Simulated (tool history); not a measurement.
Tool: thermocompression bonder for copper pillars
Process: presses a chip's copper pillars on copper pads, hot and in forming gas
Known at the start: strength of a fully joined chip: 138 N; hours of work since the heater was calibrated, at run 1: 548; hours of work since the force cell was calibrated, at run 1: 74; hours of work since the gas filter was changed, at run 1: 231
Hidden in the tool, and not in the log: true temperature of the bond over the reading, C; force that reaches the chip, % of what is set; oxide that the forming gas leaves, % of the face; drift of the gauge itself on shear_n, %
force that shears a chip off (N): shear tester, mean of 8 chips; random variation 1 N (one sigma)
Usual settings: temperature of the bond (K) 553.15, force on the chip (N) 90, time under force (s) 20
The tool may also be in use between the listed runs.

run	hour	temperature of the bond (K)	force on the chip (N)	time under force (s)	hours of work since the heater was calibrated	hours of work since the force cell was calibrated	hours of work since the gas filter was changed	force that shears a chip off (N)
1	0	553.15	90	20	548	74	231	81
2	10	553.15	90	20	555	81	237	81.3
3	19.3	545.15	90	20	562	87	244	77.1
4	27.9	545.15	90	20	568	93	250	73.4
5	33.9	545.15	75	20	572	97	254	67.3
6	40.2	545.15	75	20	576	102	259	66.5
7	48.2	545.15	75	20	582	107	264	66.7
8	60	545.15	75	20	590	116	272	66.5
9	66.3	545.15	75	20	594	120	277	65.4
10	76.1	545.15	75	20	601	127	283	66
11	81.8	545.15	75	20	605	131	287	64.8
12	91.2	545.15	75	20	612	137	294	66
13	101.2	553.15	90	20	619	144	301	79.3
14	106.9	538.15	54	12	623	148	305	40.9
15	113.1	538.15	54	12	627	152	309	38.2
16	121.5	564.15	54	50	633	158	315	86.1
17	129.3	553.15	71	48	638	164	320	89.6
18	141	560.15	67	12	646	172	329	58.7
19	151	553.15	132	20	653	179	336	93.4
20	156	553.15	132	20	657	182	339	91.7
21	167	553.15	132	11	664	190	347	82.2
22	176.9	553.15	132	11	671	197	353	79.3
23	183.3	553.15	132	11	676	201	358	79.9

The next listed run, before its measurement:
24	190.8	568.15	79	11	681	206	363	?

Run 24 gave force that shears a chip off (N) 69.
Without the tool's hidden state the same run would have given force that shears a chip off (N) 79.5.
